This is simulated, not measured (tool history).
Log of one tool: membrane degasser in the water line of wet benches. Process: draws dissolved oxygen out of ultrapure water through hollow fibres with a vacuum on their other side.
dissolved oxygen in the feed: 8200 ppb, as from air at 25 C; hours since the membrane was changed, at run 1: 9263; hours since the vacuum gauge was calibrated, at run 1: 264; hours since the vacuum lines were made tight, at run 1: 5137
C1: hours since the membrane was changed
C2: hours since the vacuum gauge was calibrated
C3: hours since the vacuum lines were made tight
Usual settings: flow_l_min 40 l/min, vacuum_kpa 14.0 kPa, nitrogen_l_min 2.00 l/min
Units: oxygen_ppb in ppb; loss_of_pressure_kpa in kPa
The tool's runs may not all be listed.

Run 1, day 0.000: usual settings; C1 9263; C2 264; C3 5137. Result: oxygen_ppb 576.7 ppb, loss_of_pressure_kpa 28.73 kPa.
Run 2, day 11.396: usual settings; C1 9536; C2 538; C3 5410. Result: oxygen_ppb 570.1 ppb, loss_of_pressure_kpa 28.74 kPa.
Run 3, day 23.846: usual settings; C1 9835; C2 836; C3 5709. Result: oxygen_ppb 569.9 ppb, loss_of_pressure_kpa 28.54 kPa.
Run 4, day 31.742: usual settings; C1 10024; C2 1026; C3 5899. Result: oxygen_ppb 582.2 ppb, loss_of_pressure_kpa 28.45 kPa.
Run 5, day 40.242: usual settings but vacuum_kpa 8.6 kPa; C1 10228; C2 1230; C3 6103. Result: oxygen_ppb 363.8 ppb, loss_of_pressure_kpa 28.53 kPa.
Run 6, day 45.733: usual settings but vacuum_kpa 8.6 kPa; C1 10360; C2 1362; C3 6234. Result: oxygen_ppb 359.6 ppb, loss_of_pressure_kpa 28.80 kPa.
Run 7, day 57.133: usual settings but flow_l_min 35 l/min, vacuum_kpa 18.9 kPa; C1 10634; C2 1635; C3 6508. Result: oxygen_ppb 668.8 ppb, loss_of_pressure_kpa 25.27 kPa.
Run 8, day 69.696: usual settings but flow_l_min 35 l/min, vacuum_kpa 18.9 kPa; C1 10935; C2 1937; C3 6810. Result: oxygen_ppb 672.0 ppb, loss_of_pressure_kpa 24.97 kPa.
Run 9, day 81.812: usual settings but flow_l_min 31 l/min, vacuum_kpa 17.6 kPa; C1 11226; C2 2227; C3 7100. Result: oxygen_ppb 554.0 ppb, loss_of_pressure_kpa 22.34 kPa.
Run 10, day 94.583: usual settings but flow_l_min 31 l/min, vacuum_kpa 17.6 kPa; C1 11533; C2 2534; C3 7407. Result: oxygen_ppb 547.7 ppb, loss_of_pressure_kpa 22.22 kPa.
Run 11, day 100.967: usual settings but flow_l_min 46 l/min, vacuum_kpa 34.0 kPa, nitrogen_l_min 0.89 l/min; C1 11686; C2 2687; C3 7560. Result: oxygen_ppb 2447.3 ppb, loss_of_pressure_kpa 32.84 kPa.

5 ways to go on from here, each from the tool as it stands after run 11. What would each give?
Run A, day 106.792: usual settings but flow_l_min 50 l/min; C1 11826; C2 2827; C3 7700. Result: oxygen_ppb ?, loss_of_pressure_kpa ?.
Run B, day 106.792: usual settings but flow_l_min 46 l/min, vacuum_kpa 11.3 kPa, nitrogen_l_min 1.43 l/min; C1 11826; C2 2827; C3 7700. Result: oxygen_ppb ?, loss_of_pressure_kpa ?.
Run C, day 106.792: usual settings but flow_l_min 24 l/min, vacuum_kpa 11.5 kPa, nitrogen_l_min 1.00 l/min; C1 11826; C2 2827; C3 7700. Result: oxygen_ppb ?, loss_of_pressure_kpa ?.
Run D, day 106.792: usual settings but vacuum_kpa 15.9 kPa, nitrogen_l_min 2.37 l/min; C1 11826; C2 2827; C3 7700. Result: oxygen_ppb ?, loss_of_pressure_kpa ?.
Run E, day 106.792: usual settings but flow_l_min 25 l/min, nitrogen_l_min 1.14 l/min; C1 11826; C2 2827; C3 7700. Result: oxygen_ppb ?, loss_of_pressure_kpa ?.

run  oxygen_ppb  loss_of_pressure_kpa
  A       729.4                 35.52
  B       671.3                 32.72
  C       455.1                 17.37
  D       577.9                 28.75
  E       540.3                 17.82
Without the tool's hidden state the same runs would have given:
run  oxygen_ppb  loss_of_pressure_kpa
  A       728.7                 35.48
  B       670.7                 32.69
  C       454.8                 17.35
  D       577.4                 28.73
  E       540.0                 17.80
